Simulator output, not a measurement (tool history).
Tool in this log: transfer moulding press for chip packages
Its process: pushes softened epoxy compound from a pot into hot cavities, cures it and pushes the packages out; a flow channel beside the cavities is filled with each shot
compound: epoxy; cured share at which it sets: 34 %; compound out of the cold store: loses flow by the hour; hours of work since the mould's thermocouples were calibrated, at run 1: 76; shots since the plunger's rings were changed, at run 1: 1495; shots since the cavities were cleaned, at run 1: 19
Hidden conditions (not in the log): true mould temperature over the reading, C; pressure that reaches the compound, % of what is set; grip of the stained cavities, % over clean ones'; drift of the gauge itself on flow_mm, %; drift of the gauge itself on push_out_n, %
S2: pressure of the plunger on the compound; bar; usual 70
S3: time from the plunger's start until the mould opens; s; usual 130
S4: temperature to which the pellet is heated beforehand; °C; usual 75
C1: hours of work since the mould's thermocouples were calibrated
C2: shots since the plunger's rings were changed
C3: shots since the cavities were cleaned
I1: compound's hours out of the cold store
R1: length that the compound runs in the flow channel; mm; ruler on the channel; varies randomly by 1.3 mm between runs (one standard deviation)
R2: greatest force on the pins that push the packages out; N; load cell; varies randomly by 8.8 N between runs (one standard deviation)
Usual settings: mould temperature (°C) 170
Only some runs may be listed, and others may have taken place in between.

Run 1, day 0: usual settings; C1 76; C2 1495; C3 19; I1 25.4. Result: R1 525 mm, R2 413 N.
Run 2, day 0.333: usual settings; C1 80; C2 1561; C3 85; I1 23.6. Result: R1 529 mm, R2 474 N.
Run 3, day 0.575: usual settings but mould temperature (°C) 165; C1 84; C2 1609; C3 133; I1 39.3. Result: R1 502 mm, R2 633 N.
Run 4, day 0.762: usual settings but mould temperature (°C) 165, S2 60.2 bar; C1 87; C2 1647; C3 171; I1 11.7. Result: R1 528 mm, R2 717 N.
Run 5, day 1.154: usual settings but S2 75.1 bar; C1 92; C2 1724; C3 248; I1 14.4. Result: R1 567 mm, R2 567 N.
Run 6, day 1.396: usual settings but S2 75.1 bar; C1 96; C2 1772; C3 296; I1 23.7. Result: R1 546 mm, R2 613 N.
Run 7, day 1.758: usual settings but S3 153 s; C1 101; C2 1844; C3 368; I1 40.4. Result: R1 489 mm, R2 591 N.
Run 8, day 2.008: usual settings but S2 60.9 bar, S3 153 s; C1 105; C2 1893; C3 417; I1 22.3. Result: R1 497 mm, R2 593 N.
Run 9, day 2.329: usual settings but mould temperature (°C) 163; C1 110; C2 1957; C3 481; I1 17.2. Result: R1 559 mm, R2 1020 N.
Run 10, day 2.508: usual settings but S2 54.1 bar; C1 112; C2 1993; C3 517; I1 25.2. Result: R1 463 mm, R2 672 N.
Run 11, day 2.912: usual settings but S2 82.8 bar; C1 118; C2 2073; C3 597; I1 14. Result: R1 598 mm, R2 717 N.
Run 12, day 3.092: usual settings but S2 82.8 bar, S3 111 s; C1 121; C2 2109; C3 633; I1 25.4. Result: R1 567 mm, R2 944 N.
Run 13, day 3.35: usual settings; C1 124; C2 2160; C3 684; I1 44.3. Result: R1 480 mm, R2 726 N.
Run 14, day 3.55: usual settings; C1 127; C2 2200; C3 724; I1 47.6. Result: R1 475 mm, R2 741 N.
Run 15, day 3.879: usual settings; C1 132; C2 2265; C3 789; I1 26.6. Result: R1 519 mm, R2 747 N.
Run 16, day 4.254: usual settings but S4 76 °C; C1 138; C2 2340; C3 864; I1 17.9. Result: R1 541 mm, R2 792 N.
Run 17, day 4.529: usual settings but S2 67 bar, S3 117 s, S4 73 °C; C1 142; C2 2394; C3 918; I1 37.7. Result: R1 484 mm, R2 912 N.
Run 18, day 4.796: usual settings but S3 119 s, S4 79 °C; C1 146; C2 2447; C3 971; I1 38.5. Result: R1 495 mm, R2 856 N.
At day 5.154: cavities cleaned with cleaning compound and waxed.
Run 19, day 5.233: usual settings but S2 55.6 bar, S3 161 s, S4 68 °C; C1 151; C2 2522; C3 16; I1 23.6. Result: R1 469 mm, R2 382 N.
Run 20, day 5.425: usual settings but S2 71 bar, S3 161 s, S4 69 °C; C1 154; C2 2560; C3 54; I1 29.6. Result: R1 511 mm, R2 412 N.
Run 21, day 5.621: usual settings but mould temperature (°C) 169; C1 157; C2 2598; C3 92; I1 21.1. Result: R1 534 mm, R2 486 N.
Run 22, day 5.854: usual settings but mould temperature (°C) 169; C1 160; C2 2645; C3 139; I1 46.3. Result: R1 478 mm, R2 527 N.
Run 23, day 6.158: usual settings but mould temperature (°C) 169; C1 165; C2 2705; C3 199; I1 29.2. Result: R1 513 mm, R2 562 N.
Run 24, day 6.342: usual settings but mould temperature (°C) 169; C1 167; C2 2742; C3 236; I1 45.5. Result: R1 478 mm, R2 591 N.
Run 25, day 6.625: usual settings but mould temperature (°C) 169; C1 171; C2 2798; C3 292; I1 13.5. Result: R1 553 mm, R2 644 N.
Run 26, day 6.962: usual settings but S2 78.2 bar, S3 110 s; C1 176; C2 2865; C3 359; I1 32. Result: R1 535 mm, R2 815 N.
Run 27, day 7.192: usual settings but S2 78.2 bar, S3 110 s; C1 180; C2 2910; C3 404; I1 42.3. Result: R1 512 mm, R2 800 N.
Run 28, day 7.454: usual settings but S3 113 s; C1 184; C2 2963; C3 457; I1 33.2. Result: R1 503 mm, R2 767 N.
Run 29, day 7.742: usual settings but S3 113 s; C1 188; C2 3020; C3 514; I1 35.4. Result: R1 497 mm, R2 825 N.

4 options for the next run, each taken on its own from the tool as it stands now. Forecast them:
Run A, day 8.108: usual settings but S2 58.8 bar, S3 132 s, S4 83 °C; C1 193; C2 3093; C3 587; I1 21.1. Result: R1 ?, R2 ?.
Run B, day 8.108: usual settings but mould temperature (°C) 175, S2 55.7 bar, S3 149 s; C1 193; C2 3093; C3 587; I1 34.7. Result: R1 ?, R2 ?.
Run C, day 8.108: usual settings but mould temperature (°C) 169, S2 80.2 bar, S3 167 s; C1 193; C2 3093; C3 587; I1 31.6. Result: R1 ?, R2 ?.
Run D, day 8.108: usual settings but S3 139 s; C1 193; C2 3093; C3 587; I1 26.7. Result: R1 ?, R2 ?.

run   R1   R2
  A  483  729
  B  437  644
  C  542  645
  D  518  694
Take away the tool's hidden state, keep each run's random variation, and the runs would have read:
run   R1   R2
  A  492  400
  B  446  356
  C  553  355
  D  528  376
